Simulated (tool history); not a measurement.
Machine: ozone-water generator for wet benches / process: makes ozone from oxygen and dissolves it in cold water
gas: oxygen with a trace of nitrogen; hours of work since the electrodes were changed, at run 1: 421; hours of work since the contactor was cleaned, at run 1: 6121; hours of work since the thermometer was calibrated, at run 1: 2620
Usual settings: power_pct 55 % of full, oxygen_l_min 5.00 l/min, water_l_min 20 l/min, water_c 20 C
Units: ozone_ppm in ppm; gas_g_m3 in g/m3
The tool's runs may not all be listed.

run     day  power_pct  oxygen_l_min  water_l_min  water_c  hours of work since the electrodes were changed  hours of work since the contactor was cleaned  hours of work since the thermometer was calibrated  ozone_ppm  gas_g_m3
  1   0.000         55          5.00           20       20                                              421                                           6121                                                2620       16.0     143.3
  2   1.862         55          5.00           20       20                                              453                                           6153                                                2652       15.9     145.9
  3   2.796         55          5.00           20       20                                              469                                           6169                                                2668       15.8     144.3
  4   3.854         55          5.00           20       20                                              487                                           6187                                                2686       15.6     145.4
  5   4.958         55          5.00           20       20                                              506                                           6206                                                2705       15.9     143.3
  6   6.825         55          5.00           20       20                                              539                                           6238                                                2737       16.1     145.7
  7   8.667         55          8.58           20       20                                              570                                           6270                                                2769       14.2      99.4
  8  10.071         55          5.00           20       20                                              594                                           6294                                                2793       15.9     144.7
  9  10.921         55          5.00           20       20                                              609                                           6308                                                2807       15.9     145.1
 10  11.867         55          5.00           20       25                                              625                                           6325                                                2824       14.7     145.6
 11  13.062         55          5.00           20       25                                              646                                           6345                                                2844       14.7     145.7
 12  14.129         55          5.00           20       25                                              664                                           6363                                                2863       14.7     143.9
 13  15.992         88          4.73           20       20                                              696                                           6395                                                2895       24.3     229.5
 14  17.462         88          4.73           22       23                                              721                                           6421                                                2920       21.6     230.1
 15  19.083         55          3.18           20       15                                              749                                           6449                                                2948       17.3     197.1
 16  20.933         73          3.18           20       23                                              781                                           6480                                                2979       20.3     253.5
     21.183  -- contactor cleaned
 17  22.342         73          3.18           20       23                                              802                                             20                                                3001       19.9     253.1
 18  23.821         73          3.18           20       19                                              828                                             45                                                3026       21.2     251.9
 19  25.104         65          2.82           12       20                                              850                                             67                                                3048       28.4     246.8

Run 20 has not been measured yet. What should we expect?
 20  26.650         65          2.82           12       20                                              876                                             94                                                3075          ?         ?

ozone_ppm: 28.7 ppm
gas_g_m3: 245.6 g/m3
Minus the tool's unlogged condition, the same run would have read ozone_ppm 29.5 ppm, gas_g_m3 246.3 g/m3.

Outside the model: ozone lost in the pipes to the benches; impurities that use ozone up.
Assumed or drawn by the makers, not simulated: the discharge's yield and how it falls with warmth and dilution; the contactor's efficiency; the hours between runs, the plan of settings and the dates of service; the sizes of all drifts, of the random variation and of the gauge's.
